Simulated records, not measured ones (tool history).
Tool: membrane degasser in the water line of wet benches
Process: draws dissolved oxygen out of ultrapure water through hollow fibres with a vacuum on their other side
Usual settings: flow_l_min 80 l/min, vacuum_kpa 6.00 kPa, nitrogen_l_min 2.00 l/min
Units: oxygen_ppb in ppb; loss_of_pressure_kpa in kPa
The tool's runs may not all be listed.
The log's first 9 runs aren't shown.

Run 10, hour 460.3: usual settings but nitrogen_l_min 1.44 l/min. Result: oxygen_ppb 306.8 ppb, loss_of_pressure_kpa 30.18 kPa.
Run 11, hour 489.3: usual settings. Result: oxygen_ppb 239.7 ppb, loss_of_pressure_kpa 30.42 kPa.
Run 12, hour 533.4: usual settings but flow_l_min 54 l/min. Result: oxygen_ppb 168.6 ppb, loss_of_pressure_kpa 20.44 kPa.
Run 13, hour 601.7: usual settings. Result: oxygen_ppb 241.0 ppb, loss_of_pressure_kpa 30.36 kPa.
Run 14, hour 632.6: usual settings. Result: oxygen_ppb 244.0 ppb, loss_of_pressure_kpa 30.75 kPa.
At hour 678.8: vacuum gauge calibrated.
Run 15, hour 682.0: usual settings. Result: oxygen_ppb 233.2 ppb, loss_of_pressure_kpa 30.55 kPa.
At hour 689.5: seals of the vacuum lines changed.
Run 16, hour 719.4: usual settings. Result: oxygen_ppb 233.4 ppb, loss_of_pressure_kpa 30.49 kPa.
Run 17, hour 789.3: usual settings. Result: oxygen_ppb 229.2 ppb, loss_of_pressure_kpa 30.63 kPa.
Run 18, hour 849.6: usual settings but flow_l_min 75 l/min, nitrogen_l_min 2.42 l/min. Result: oxygen_ppb 188.2 ppb, loss_of_pressure_kpa 28.74 kPa.
Run 19, hour 906.8: usual settings but flow_l_min 75 l/min, nitrogen_l_min 2.42 l/min. Result: oxygen_ppb 187.8 ppb, loss_of_pressure_kpa 28.81 kPa.
Run 20, hour 935.3: usual settings but flow_l_min 88 l/min, vacuum_kpa 5.85 kPa, nitrogen_l_min 2.38 l/min. Result: oxygen_ppb 210.3 ppb, loss_of_pressure_kpa 33.50 kPa.
Run 21, hour 1004.3: usual settings but flow_l_min 120 l/min, vacuum_kpa 5.85 kPa, nitrogen_l_min 2.20 l/min. Result: oxygen_ppb 306.0 ppb, loss_of_pressure_kpa 45.73 kPa.
Run 22, hour 1073.4: usual settings but flow_l_min 118 l/min, vacuum_kpa 4.45 kPa, nitrogen_l_min 2.75 l/min. Result: oxygen_ppb 147.7 ppb, loss_of_pressure_kpa 45.42 kPa.

The next listed run, before its measurement:
Run 23, hour 1107.0: usual settings but flow_l_min 126 l/min, vacuum_kpa 7.53 kPa, nitrogen_l_min 2.75 l/min. Result: oxygen_ppb ?, loss_of_pressure_kpa ?.

oxygen_ppb: 417.3 ppb
loss_of_pressure_kpa: 48.47 kPa
Without the tool's hidden state the same run would have given oxygen_ppb 412.5 ppb, loss_of_pressure_kpa 47.62 kPa.
